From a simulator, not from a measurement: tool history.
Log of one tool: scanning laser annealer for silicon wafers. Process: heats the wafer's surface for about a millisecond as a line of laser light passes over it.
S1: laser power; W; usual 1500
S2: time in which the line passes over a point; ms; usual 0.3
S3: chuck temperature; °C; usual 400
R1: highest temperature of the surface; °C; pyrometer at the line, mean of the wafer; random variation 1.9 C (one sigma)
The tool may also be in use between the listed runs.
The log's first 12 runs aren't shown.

Run 13, hour 650.2: usual settings but S3 407 °C. Result: R1 1245 °C.
Run 14, hour 689.9: usual settings but S3 407 °C. Result: R1 1244 °C.
Run 15, hour 734.8: usual settings. Result: R1 1239 °C.
Run 16, hour 772.2: usual settings but S1 1512 W. Result: R1 1251 °C.
Run 17, hour 824.1: usual settings but S1 1512 W. Result: R1 1250 °C.
At hour 870: window over the wafer cleaned.
Run 18, hour 884.8: usual settings but S1 1307 W. Result: R1 1109 °C.
Run 19, hour 954.9: usual settings but S1 1307 W. Result: R1 1108 °C.
Run 20, hour 1007.7: usual settings but S1 1307 W. Result: R1 1106 °C.
Run 21, hour 1063.7: usual settings but S1 1445 W, S2 0.221 ms, S3 435 °C. Result: R1 1115 °C.
Run 22, hour 1105.8: usual settings but S1 1278 W, S2 0.35 ms. Result: R1 1144 °C.
Run 23, hour 1170.5: usual settings but S1 1556 W, S2 0.274 ms, S3 398 °C. Result: R1 1236 °C.
Run 24, hour 1253: usual settings but S1 1574 W, S3 426 °C. Result: R1 1320 °C.
Run 25, hour 1323.5: usual settings but S3 408 °C. Result: R1 1245 °C.
Run 26, hour 1373.4: usual settings but S2 0.254 ms, S3 408 °C. Result: R1 1176 °C.
Run 27, hour 1451.1: usual settings but S2 0.317 ms, S3 412 °C. Result: R1 1274 °C.
Run 28, hour 1509.4: usual settings but S1 1436 W, S2 0.244 ms. Result: R1 1114 °C.

Run 29 comes next. What will it give?
Run 29, hour 1553: usual settings but S1 1436 W, S2 0.244 ms. Result: R1 ?.

{"run 29": {"R1": 1114}}
Without the tool's hidden state the same run would have given R1 1114 °C.
